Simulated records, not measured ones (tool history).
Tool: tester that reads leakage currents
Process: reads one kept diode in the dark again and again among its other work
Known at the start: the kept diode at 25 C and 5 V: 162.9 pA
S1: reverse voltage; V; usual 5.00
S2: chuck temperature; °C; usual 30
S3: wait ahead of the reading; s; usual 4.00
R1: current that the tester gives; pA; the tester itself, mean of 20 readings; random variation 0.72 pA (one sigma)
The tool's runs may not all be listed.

{"run": 1, "hour": 0.0, "S1": 5.0, "S2": 30, "S3": 4.0, "R1": 238.21}
{"run": 2, "hour": 68.6, "S1": 5.0, "S2": 30, "S3": 4.0, "R1": 238.06}
{"run": 3, "hour": 104.4, "S1": 5.0, "S2": 30, "S3": 4.0, "R1": 238.98}
{"run": 4, "hour": 154.5, "S1": 5.0, "S2": 42, "S3": 4.0, "R1": 563.84}
{"run": 5, "hour": 197.5, "S1": 5.0, "S2": 42, "S3": 4.0, "R1": 563.66}
{"run": 6, "hour": 243.7, "S1": 5.0, "S2": 42, "S3": 4.0, "R1": 565.57}
{"run": 7, "hour": 283.3, "S1": 5.0, "S2": 42, "S3": 4.0, "R1": 566.61}
{"run": 8, "hour": 324.8, "S1": 5.0, "S2": 42, "S3": 4.0, "R1": 566.38}
{"run": 9, "hour": 388.2, "S1": 5.0, "S2": 42, "S3": 4.0, "R1": 565.8}
{"run": 10, "hour": 449.3, "S1": 1.48, "S2": 55, "S3": 4.0, "R1": 722.57}
{"run": 11, "hour": 484.4, "S1": 16.87, "S2": 25, "S3": 0.37, "R1": 304.2}
{"run": 12, "hour": 541.9, "S1": 16.87, "S2": 25, "S3": 0.37, "R1": 307.1}
{"run": 13, "hour": 572.4, "S1": 5.0, "S2": 29, "S3": 1.56, "R1": 222.29}

Some steps in R1 between neighbouring runs. How much of each would the tool show without its hidden state too (settings, what came in, random variation), and how much is left for the hidden state, with any gauge scatter that isn't in both results?
The hidden state here: stray current of the dirty probe card, pA a volt; current scale over the true one, %; true chuck temperature over the reading, C; drift of the gauge itself on leakage_pa, %.
Run 10 -> 11: S1 1.48 -> 16.87, S2 55 -> 25, S3 4.00 -> 0.37. R1 -418.37 pA: hidden state -0.56, all else -417.81.
